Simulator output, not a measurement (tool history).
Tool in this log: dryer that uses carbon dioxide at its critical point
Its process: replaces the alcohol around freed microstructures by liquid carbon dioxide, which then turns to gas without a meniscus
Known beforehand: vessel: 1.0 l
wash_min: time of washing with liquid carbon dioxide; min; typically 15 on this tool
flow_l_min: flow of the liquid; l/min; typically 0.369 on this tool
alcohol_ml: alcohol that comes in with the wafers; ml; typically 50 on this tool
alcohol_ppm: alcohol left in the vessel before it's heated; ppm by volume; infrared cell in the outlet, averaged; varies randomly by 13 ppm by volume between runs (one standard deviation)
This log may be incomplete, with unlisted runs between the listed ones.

run,hour,wash_min,flow_l_min,alcohol_ml,alcohol_ppm
1,0,15,0.369,50,1400
2,23.3,15,0.369,50,1462
3,50,15,0.369,50,1511
4,85.9,15,0.369,50,1518
5,109,15,0.369,50,1589
6,138.6,15,0.369,50,1599
7,169.6,15,0.369,50,1689
8,206.1,15,0.369,50,933
9,236.6,15,0.369,50,940
10,261.7,15,0.369,50,955
11,286.5,15,0.369,50,969
12,326.1,15,0.457,50,487
13,349.9,15,0.457,50,493
14,376.4,15,0.457,50,490
15,414.8,15,0.369,50,1103
16,443.6,15,0.398,50,842
17,467.6,15,0.398,50,742
18,511.1,15,0.398,50,798
19,557.4,10,0.44,30,1505
20,582.2,10,0.44,30,1545
21,617.9,10,0.377,43,3270
22,644.7,22,0.266,24,441
23,674,9,0.369,65,6991
24,702.8,9,0.369,65,6988
25,746.1,9,0.369,65,7194
26,783.6,13,0.626,82,471
27,833.2,12,0.245,26,3802
28,853.3,22,0.305,117,1499
29,878.8,19,0.369,50,602
30,909,12,0.242,105,16148
31,930,17,0.337,23,639
32,951.9,17,0.337,23,681
33,996.7,17,0.337,23,702
34,1040.1,17,0.337,23,364

Removed from this log: 3 entries logged between the listed runs. Between which two listed runs does each belong, and how does the tool's hidden state at the listed run before it compare with that at the listed run after it?
In the gap between runs 7 and 8: inlet filter changed (hour 206.1)
  flow that reaches the vessel past the clogged filter, %: 83 -> 99.1; alcohol in the recycled carbon dioxide, ppm: 111.9 -> 114.3
  difference, measured minus the result without the unlogged condition, alcohol_ppm: +907 -> +143 ppm by volume
In the gap between runs 16 and 17: purifier's bed changed (hour 456.2)
  flow that reaches the vessel past the clogged filter, %: 94.1 -> 93.6; alcohol in the recycled carbon dioxide, ppm: 130.3 -> 5.8
  difference, measured minus the result without the unlogged condition, alcohol_ppm: +290 -> +184 ppm by volume
In the gap between runs 33 and 34: inlet filter changed (hour 1010.3)
  flow that reaches the vessel past the clogged filter, %: 82.5 -> 98.9; alcohol in the recycled carbon dioxide, ppm: 42.2 -> 45.2
  difference, measured minus the result without the unlogged condition, alcohol_ppm: +384 -> +56 ppm by volume
